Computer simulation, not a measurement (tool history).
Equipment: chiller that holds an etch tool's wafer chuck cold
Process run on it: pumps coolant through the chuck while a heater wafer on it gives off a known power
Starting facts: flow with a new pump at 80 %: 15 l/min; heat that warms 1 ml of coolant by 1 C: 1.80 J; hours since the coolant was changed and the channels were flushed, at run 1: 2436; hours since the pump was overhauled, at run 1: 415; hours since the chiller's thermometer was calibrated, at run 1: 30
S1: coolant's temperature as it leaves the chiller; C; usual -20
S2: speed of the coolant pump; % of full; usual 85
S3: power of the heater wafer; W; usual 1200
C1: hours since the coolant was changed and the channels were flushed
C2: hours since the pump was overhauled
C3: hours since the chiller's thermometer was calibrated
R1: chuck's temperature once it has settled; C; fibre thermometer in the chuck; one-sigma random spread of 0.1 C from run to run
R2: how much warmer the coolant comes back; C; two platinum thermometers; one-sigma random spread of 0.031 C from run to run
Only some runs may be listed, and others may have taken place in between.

run	hour	S1	S2	S3	C1	C2	C3	R1	R2
1	0.0	-20	85	1200	2436	415	30	-12.0	2.51
2	18.9	-20	85	1200	2455	434	49	-11.9	2.53
3	39.1	-20	85	1200	2475	454	69	-11.8	2.53
4	55.5	-20	85	1200	2492	470	85	-12.0	2.51
5	81.6	-20	85	1200	2518	497	112	-11.8	2.53
6	102.0	-20	85	1200	2538	517	132	-12.0	2.49
7	116.6	-20	85	1200	2553	532	147	-12.0	2.55
8	141.3	-20	85	1200	2577	556	171	-11.8	2.46
9	165.3	-20	85	659	2601	580	195	-15.5	1.43
10	194.1	-20	85	659	2630	609	224	-15.4	1.38
11	223.0	-20	85	659	2659	638	253	-15.4	1.43
12	254.8	-20	85	659	2691	670	285	-15.4	1.40
13	282.9	-20	85	659	2719	698	313	-15.4	1.40
14	313.1	-22	90	841	2749	728	343	-16.5	1.67
15	337.6	-23	85	1200	2774	753	368	-14.8	2.52
16	362.7	-23	85	1200	2799	778	393	-15.0	2.57
17	382.4	-20	73	1493	2818	797	412	-8.9	3.71
18	397.4	-20	92	1190	2833	812	427	-12.3	2.29
19	422.1	-20	92	1190	2858	837	452	-12.3	2.31
20	436.2	-20	92	1190	2872	851	466	-12.4	2.31
21	463.4	-19	83	1597	2899	878	493	-7.9	3.49
22	492.4	-19	83	1597	2928	907	522	-8.1	3.48
23	509.4	-19	67	678	2945	924	539	-13.6	1.80
24	529.1	-19	67	678	2965	944	559	-13.6	1.80
25	548.9	-23	85	625	2985	964	579	-18.8	1.33

Below are 5 alternative next runs, each starting from the tool's condition after run 25. Predict each:
A	571.2	-25	99	625	3007	986	601	?	?
B	571.2	-18	74	1200	3007	986	601	?	?
C	571.2	-20	85	1309	3007	986	601	?	?
D	571.2	-12	69	621	3007	986	601	?	?
E	571.2	-20	87	1505	3007	986	601	?	?

run	R1	R2
A	-21.3	1.11
B	-9.0	2.92
C	-11.0	2.86
D	-7.3	1.67
E	-9.8	3.17
Take away the tool's hidden state, keep each run's random variation, and the runs would have read:
run	R1	R2
A	-21.5	1.09
B	-9.5	2.87
C	-11.5	2.81
D	-7.5	1.64
E	-10.4	3.12
